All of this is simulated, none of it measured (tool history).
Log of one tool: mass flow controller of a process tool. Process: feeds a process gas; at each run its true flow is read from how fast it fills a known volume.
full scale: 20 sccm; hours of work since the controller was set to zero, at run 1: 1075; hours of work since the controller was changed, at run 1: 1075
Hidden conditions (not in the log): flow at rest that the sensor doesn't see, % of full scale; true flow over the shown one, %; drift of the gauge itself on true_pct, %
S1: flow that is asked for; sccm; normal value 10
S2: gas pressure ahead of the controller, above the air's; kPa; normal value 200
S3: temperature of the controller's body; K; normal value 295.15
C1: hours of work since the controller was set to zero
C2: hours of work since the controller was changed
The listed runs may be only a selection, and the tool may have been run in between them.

{"run": 1, "hour": 0.0, "S1": 10, "S2": 200, "S3": 295.15, "C1": 1075, "C2": 1075, "true flow (%)": 100.03}
{"run": 2, "hour": 99.3, "S1": 10, "S2": 200, "S3": 295.15, "C1": 1124, "C2": 1124, "true flow (%)": 99.96}
{"run": 3, "hour": 269.9, "S1": 10, "S2": 200, "S3": 295.15, "C1": 1207, "C2": 1207, "true flow (%)": 100.03}
{"run": 4, "hour": 419.6, "S1": 10, "S2": 200, "S3": 295.15, "C1": 1281, "C2": 1281, "true flow (%)": 100.07}
{"run": 5, "hour": 587.5, "S1": 10, "S2": 200, "S3": 295.15, "C1": 1363, "C2": 1363, "true flow (%)": 100.11}
{"run": 6, "hour": 736.7, "S1": 10, "S2": 221, "S3": 295.15, "C1": 1436, "C2": 1436, "true flow (%)": 99.95}
{"run": 7, "hour": 856.7, "S1": 10, "S2": 200, "S3": 295.15, "C1": 1495, "C2": 1495, "true flow (%)": 100.19}
{"run": 8, "hour": 944.5, "S1": 10, "S2": 200, "S3": 295.15, "C1": 1538, "C2": 1538, "true flow (%)": 100.14}
{"run": 9, "hour": 1027.9, "S1": 10, "S2": 200, "S3": 298.15, "C1": 1578, "C2": 1578, "true flow (%)": 99.84}
{"run": 10, "hour": 1168.8, "S1": 10, "S2": 200, "S3": 295.15, "C1": 1647, "C2": 1647, "true flow (%)": 100.27}
{"run": 11, "hour": 1273.8, "S1": 10, "S2": 200, "S3": 295.15, "C1": 1699, "C2": 1699, "true flow (%)": 100.36}
{"run": 12, "hour": 1400.1, "S1": 10, "S2": 200, "S3": 295.15, "C1": 1760, "C2": 1760, "true flow (%)": 100.12}
{"run": 13, "hour": 1541.9, "S1": 10, "S2": 200, "S3": 295.15, "C1": 1830, "C2": 1830, "true flow (%)": 100.3}
{"run": 14, "hour": 1620.4, "S1": 7, "S2": 273, "S3": 295.15, "C1": 1868, "C2": 1868, "true flow (%)": 99.86}
{"run": 15, "hour": 1727.0, "S1": 2, "S2": 239, "S3": 296.15, "C1": 1920, "C2": 1920, "true flow (%)": 101.39}
{"hour": 1739.0, "done": "controller's zero set anew"}
{"run": 16, "hour": 1816.2, "S1": 2, "S2": 239, "S3": 296.15, "C1": 38, "C2": 1964, "true flow (%)": 102.09}
{"run": 17, "hour": 1889.3, "S1": 2, "S2": 239, "S3": 296.15, "C1": 74, "C2": 1999, "true flow (%)": 102.23}
{"run": 18, "hour": 2034.9, "S1": 2, "S2": 239, "S3": 296.15, "C1": 145, "C2": 2071, "true flow (%)": 102.26}
{"run": 19, "hour": 2197.1, "S1": 2, "S2": 239, "S3": 296.15, "C1": 224, "C2": 2150, "true flow (%)": 102.44}
{"run": 20, "hour": 2285.8, "S1": 20, "S2": 157, "S3": 297.15, "C1": 268, "C2": 2193, "true flow (%)": 100.9}
{"run": 21, "hour": 2388.0, "S1": 13, "S2": 157, "S3": 297.15, "C1": 318, "C2": 2243, "true flow (%)": 100.73}
{"hour": 2455.7, "done": "controller's zero set anew, once more"}
{"run": 22, "hour": 2508.6, "S1": 13, "S2": 157, "S3": 297.15, "C1": 26, "C2": 2302, "true flow (%)": 100.11}
{"run": 23, "hour": 2628.4, "S1": 13, "S2": 266, "S3": 298.15, "C1": 85, "C2": 2361, "true flow (%)": 99.46}
{"run": 24, "hour": 2741.1, "S1": 10, "S2": 149, "S3": 300.15, "C1": 140, "C2": 2416, "true flow (%)": 99.82}
{"run": 25, "hour": 2910.7, "S1": 10, "S2": 149, "S3": 300.15, "C1": 223, "C2": 2499, "true flow (%)": 99.95}

Below are 5 alternative next runs, each starting from the tool's condition after run 25. Predict each:
{"run": "A", "hour": 2993.0, "S1": 2, "S2": 142, "S3": 295.15, "C1": 263, "C2": 2539, "true flow (%)": "?"}
{"run": "B", "hour": 2993.0, "S1": 3, "S2": 240, "S3": 299.15, "C1": 263, "C2": 2539, "true flow (%)": "?"}
{"run": "C", "hour": 2993.0, "S1": 9, "S2": 250, "S3": 308.15, "C1": 263, "C2": 2539, "true flow (%)": "?"}
{"run": "D", "hour": 2993.0, "S1": 10, "S2": 211, "S3": 306.15, "C1": 263, "C2": 2539, "true flow (%)": "?"}
{"run": "E", "hour": 2993.0, "S1": 7, "S2": 210, "S3": 307.15, "C1": 263, "C2": 2539, "true flow (%)": "?"}

run=A true_flow_(%)=100.29
run=B true_flow_(%)=99.26
run=C true_flow_(%)=98.49
run=D true_flow_(%)=99.02
run=E true_flow_(%)=98.87
Had the tool no hidden state, the same runs would have come out as:
run=A true_flow_(%)=99.18
run=B true_flow_(%)=98.37
run=C true_flow_(%)=97.89
run=D true_flow_(%)=98.44
run=E true_flow_(%)=98.23

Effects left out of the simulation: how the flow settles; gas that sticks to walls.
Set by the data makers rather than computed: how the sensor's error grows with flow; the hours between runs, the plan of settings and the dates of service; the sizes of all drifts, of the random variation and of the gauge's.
